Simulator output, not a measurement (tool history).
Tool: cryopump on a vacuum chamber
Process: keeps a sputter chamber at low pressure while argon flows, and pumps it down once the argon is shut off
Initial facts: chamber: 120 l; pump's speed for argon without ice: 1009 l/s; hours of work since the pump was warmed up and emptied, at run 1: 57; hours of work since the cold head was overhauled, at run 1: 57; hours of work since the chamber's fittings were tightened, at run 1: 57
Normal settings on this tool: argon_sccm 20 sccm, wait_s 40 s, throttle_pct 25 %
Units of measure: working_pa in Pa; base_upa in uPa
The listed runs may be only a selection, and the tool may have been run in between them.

run     day  argon_sccm  wait_s  throttle_pct  hours of work since the pump was warmed up and emptied  hours of work since the cold head was overhauled  hours of work since the chamber's fittings were tightened  working_pa  base_upa
  1       0          20      40            25                                                      57                                                57                                                         57      0.1348      1.29
  2   2.929          20      40            25                                                     106                                               106                                                        106      0.1365      1.35
  3   6.821          20      40            25                                                     171                                               171                                                        171      0.1364      1.45
  4  10.333          13      40            25                                                     229                                               229                                                        229      0.0889      1.52
  5  13.554          13      40            25                                                     283                                               283                                                        283      0.0885      1.61
  6  16.358          13      40            48                                                     330                                               330                                                        330       0.048      1.64
  7  21.046          20      40            25                                                     408                                               408                                                        408      0.1408      1.76
  8  24.775          20      40            25                                                     470                                               470                                                        470      0.1398      1.96
  9   28.65          20      40            25                                                     534                                               534                                                        534      0.1415      1.97
 10  31.458          20      40            25                                                     581                                               581                                                        581      0.1434      2.07
 11  35.571          29      81            42                                                     649                                               649                                                        649      0.1283       1.7
 12  38.042          29      81            42                                                     690                                               690                                                        690      0.1314       1.8
 13   40.95          29      81            42                                                     739                                               739                                                        739      0.1324      1.91
 14  43.296          29      81            42                                                     778                                               778                                                        778      0.1343      2.01
 15  46.812          25      60            42                                                     836                                               836                                                        836      0.1177      2.25
 16  49.192          25      60            42                                                     876                                               876                                                        876      0.1183      2.32
 17  51.908          19      40            33                                                     921                                               921                                                        921      0.1118       2.8
 18  56.888          19      40            33                                                    1004                                              1004                                                       1004      0.1133      2.95

Consider 3 possible next runs. They are alternatives, not a sequence: every one starts from the tool as it was left by run 18. What does each give?
     57.517  -- pump warmed up, emptied and cooled again
  A  59.329          31      39            44                                                      30                                              1041                                                       1041           ?         ?
     57.517  -- pump warmed up, emptied and cooled again
  B  59.329          34      51            42                                                      30                                              1041                                                       1041           ?         ?
     57.517  -- pump warmed up, emptied and cooled again
  C  59.329          19     109            33                                                      30                                              1041                                                       1041           ?         ?

run  working_pa  base_upa
  A      0.1186      2.34
  B      0.1358      2.12
  C      0.0956      1.72
With the hidden condition removed and each run's random variation left untouched, the same runs would have given:
run  working_pa  base_upa
  A      0.1176      1.23
  B      0.1348      1.01
  C      0.0951      0.61
